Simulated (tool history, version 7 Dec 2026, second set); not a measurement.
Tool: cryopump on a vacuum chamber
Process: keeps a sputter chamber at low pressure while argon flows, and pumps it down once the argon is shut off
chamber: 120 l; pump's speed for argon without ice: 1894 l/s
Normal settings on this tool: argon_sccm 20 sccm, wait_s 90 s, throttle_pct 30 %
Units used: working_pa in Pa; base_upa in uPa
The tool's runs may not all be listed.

run	hour	argon_sccm	wait_s	throttle_pct	working_pa	base_upa
1	0	20	90	30	0.0615	0.91
2	42.4	20	90	30	0.0617	0.88
3	78.3	20	90	30	0.0621	0.87
4	110.4	20	90	30	0.0626	0.91
5	152.9	20	90	20	0.0918	0.91
6	217.6	20	90	30	0.0629	0.91
7	256.2	20	90	30	0.0642	0.91
8	289.7	20	90	30	0.0645	0.96
9	344.9	13	90	30	0.0416	0.92
10	388	20	90	30	0.0646	0.96
11	455.5	20	20	41	0.044	3.09
12	526.8	20	90	57	0.0319	0.9
13	560.7	20	123	21	0.0863	0.73
14	632.2	20	123	21	0.0869	0.71
15	686.3	20	123	21	0.0854	0.74
16	721.8	10	123	21	0.0428	0.73
17	785.8	9	90	17	0.0485	0.93
18	837.2	9	90	17	0.0474	0.9
19	873.5	37	90	17	0.1973	0.93
20	946	16	21	31	0.0476	2.99

Put back what was entered between runs (1 entry, withheld): which listed runs does each sit between, and how does the hidden state differ from the listed run before to the listed run after?
After run 10, before run 11: pump warmed up, emptied and cooled again (hour 421.7)
  pump's speed, % of a pump's without ice: 79.4 -> 98.9; cold plate's temperature, K: 12.43 -> 12.44; leak into the chamber, uPa l/s: 453 -> 458
  the result without the hidden state subtracted from the measured one, working_pa: +0.0049 -> +0.0003 Pa; base_upa: +0.15 -> +0.09 uPa

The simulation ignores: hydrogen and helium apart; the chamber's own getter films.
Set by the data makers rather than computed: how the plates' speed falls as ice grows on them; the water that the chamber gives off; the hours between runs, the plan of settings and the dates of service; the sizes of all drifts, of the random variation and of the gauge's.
